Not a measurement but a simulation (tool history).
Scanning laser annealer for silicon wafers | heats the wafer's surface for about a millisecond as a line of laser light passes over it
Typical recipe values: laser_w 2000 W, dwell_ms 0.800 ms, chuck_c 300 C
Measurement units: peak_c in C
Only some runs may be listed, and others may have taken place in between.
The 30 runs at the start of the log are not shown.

| run | hour | laser_w | dwell_ms | chuck_c | hours of work since the window was cleaned | hours of work since the power meter was calibrated | hours of work since the optics were aligned | peak_c |
|---|---|---|---|---|---|---|---|---|
| 31 | 276.2 | 2163 | 0.649 | 314 | 292 | 13 | 479 | 1075 |
| 32 | 281.7 | 2163 | 0.649 | 314 | 296 | 17 | 482 | 1073 |
| 33 | 291.3 | 2163 | 0.649 | 314 | 302 | 23 | 489 | 1073 |
| 34 | 299.1 | 2163 | 0.649 | 314 | 307 | 28 | 494 | 1075 |
| 35 | 305.1 | 1975 | 0.649 | 314 | 311 | 32 | 498 | 997 |
| 36 | 314.9 | 1771 | 0.952 | 305 | 318 | 39 | 504 | 1029 |
|  | 321.3 | laser's power meter calibrated, once more |
| 37 | 324.7 | 1976 | 0.800 | 300 | 322 | 2 | 508 | 1056 |
| 38 | 333.6 | 1976 | 0.800 | 300 | 328 | 8 | 514 | 1055 |
| 39 | 345.1 | 2016 | 0.995 | 302 | 335 | 16 | 522 | 1154 |
| 40 | 353.8 | 1901 | 0.939 | 296 | 341 | 21 | 527 | 1075 |
| 41 | 362.6 | 1901 | 0.939 | 296 | 347 | 27 | 533 | 1074 |
| 42 | 375.6 | 1901 | 0.939 | 296 | 355 | 35 | 542 | 1074 |

Here are 3 independent what-if runs from the current tool condition. What would each one return?
| A | 384.3 | 1755 | 0.641 | 340 | 361 | 41 | 547 | ? |
| B | 384.3 | 2005 | 0.939 | 266 | 361 | 41 | 547 | ? |
| C | 384.3 | 1975 | 0.749 | 268 | 361 | 41 | 547 | ? |

| run | peak_c |
|---|---|
| A | 933 |
| B | 1087 |
| C | 995 |
Had the tool no hidden state, the same runs would have come out as:
| run | peak_c |
|---|---|
| A | 971 |
| B | 1140 |
| C | 1042 |

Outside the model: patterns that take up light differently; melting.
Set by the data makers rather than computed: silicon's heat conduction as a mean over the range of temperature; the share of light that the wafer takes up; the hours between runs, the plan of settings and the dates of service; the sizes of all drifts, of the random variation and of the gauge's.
